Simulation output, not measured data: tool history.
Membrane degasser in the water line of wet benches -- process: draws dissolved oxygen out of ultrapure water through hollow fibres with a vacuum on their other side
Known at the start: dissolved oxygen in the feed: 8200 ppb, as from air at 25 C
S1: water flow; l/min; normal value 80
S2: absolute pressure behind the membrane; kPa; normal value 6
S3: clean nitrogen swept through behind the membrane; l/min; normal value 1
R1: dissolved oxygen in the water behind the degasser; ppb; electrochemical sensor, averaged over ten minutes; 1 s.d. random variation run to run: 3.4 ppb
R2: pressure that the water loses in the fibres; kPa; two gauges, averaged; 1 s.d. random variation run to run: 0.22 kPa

| run | hour | S1 | S2 | S3 | R1 | R2 |
|---|---|---|---|---|---|---|
| 1 | 0 | 80 | 6 | 1 | 405.8 | 60.06 |
| 2 | 159 | 80 | 7.49 | 1 | 594.5 | 59.67 |
| 3 | 234.1 | 80 | 6 | 1.22 | 360.5 | 59.84 |
| 4 | 310.9 | 80 | 6 | 1.22 | 363 | 60.17 |
| 5 | 405 | 80 | 6 | 1.22 | 361 | 60.35 |
| 6 | 492.1 | 80 | 6 | 1.22 | 366.1 | 59.78 |
| 7 | 620.3 | 71 | 6 | 1 | 374.4 | 53.6 |
| 8 | 772.2 | 80 | 6 | 2.77 | 208.9 | 60.43 |
| 9 | 907.3 | 50 | 6 | 2.77 | 126.3 | 37.82 |
| 10 | 1069.7 | 80 | 12.7 | 1 | 1183.8 | 60.69 |
| 11 | 1209.4 | 80 | 12.7 | 1 | 1191.5 | 60.72 |
| 12 | 1336.9 | 80 | 12.7 | 1 | 1206 | 60.7 |
| 13 | 1404.5 | 80 | 12.7 | 1 | 1194.3 | 60.87 |
| 14 | 1473.2 | 80 | 6 | 1 | 422.9 | 61.09 |
| 15 | 1609.1 | 125 | 4.68 | 0.96 | 418.4 | 95.07 |
| 16 | 1734.7 | 125 | 4.68 | 0.96 | 410 | 95.74 |
| 17 | 1876.8 | 80 | 8.9 | 1 | 775.6 | 61.07 |
|  | 1889.3 | vacuum gauge calibrated |
| 18 | 1968.7 | 89 | 12.13 | 1.06 | 1187.2 | 67.94 |
| 19 | 2132 | 89 | 4.12 | 1.68 | 170 | 68.42 |
|  | 2161 | seals of the vacuum lines changed |
| 20 | 2230.1 | 89 | 4.12 | 1.68 | 170.5 | 68.16 |
| 21 | 2301.4 | 89 | 4.12 | 1.68 | 170.1 | 68.43 |
|  | 2396.5 | vacuum gauge calibrated, once more |
| 22 | 2411.9 | 102 | 6.16 | 1.68 | 380.2 | 78.69 |
| 23 | 2490 | 102 | 6.16 | 1.68 | 377.3 | 79.14 |
| 24 | 2570.7 | 80 | 6.1 | 1.07 | 386 | 62.08 |
| 25 | 2643.1 | 80 | 6.1 | 1.07 | 380.8 | 62.38 |
| 26 | 2747.2 | 80 | 3.68 | 1 | 94 | 62.57 |
| 27 | 2860.4 | 84 | 10.99 | 0.56 | 1380.8 | 65.44 |

Measured minus without-hidden-state, run by run (identical run-to-run variation in each term; gauge scatter may differ):
Unlogged tool condition in this case: membrane still open, %; true pressure behind the membrane over the reading, kPa; air that leaks in behind the membrane, l/min; drift of the gauge itself on oxygen_ppb, %; drift of the gauge itself on loss_of_pressure_kpa, %.
| run | R1 | R2 |
|---|---|---|
| 1 | +25.4 | +3.96 |
| 2 | +25.7 | +4.05 |
| 3 | +25.9 | +4.11 |
| 4 | +26.7 | +4.18 |
| 5 | +27.3 | +4.27 |
| 6 | +28.5 | +4.31 |
| 7 | +27 | +3.95 |
| 8 | +22.5 | +4.59 |
| 9 | +11 | +2.92 |
| 10 | +27.8 | +4.81 |
| 11 | +29 | +4.91 |
| 12 | +30.4 | +5.02 |
| 13 | +30.6 | +5.09 |
| 14 | +40.2 | +5.17 |
| 15 | +78.1 | +8.19 |
| 16 | +78.4 | +8.38 |
| 17 | +39.5 | +5.47 |
| 18 | +44.8 | +6.17 |
| 19 | +50.7 | +6.34 |
| 20 | +51.7 | +6.42 |
| 21 | +52.1 | +6.52 |
| 22 | +19.8 | +7.57 |
| 23 | +20.4 | +7.71 |
| 24 | +7.1 | +6.1 |
| 25 | +7.6 | +6.17 |
| 26 | +9.6 | +6.28 |
| 27 | +4.4 | +6.67 |
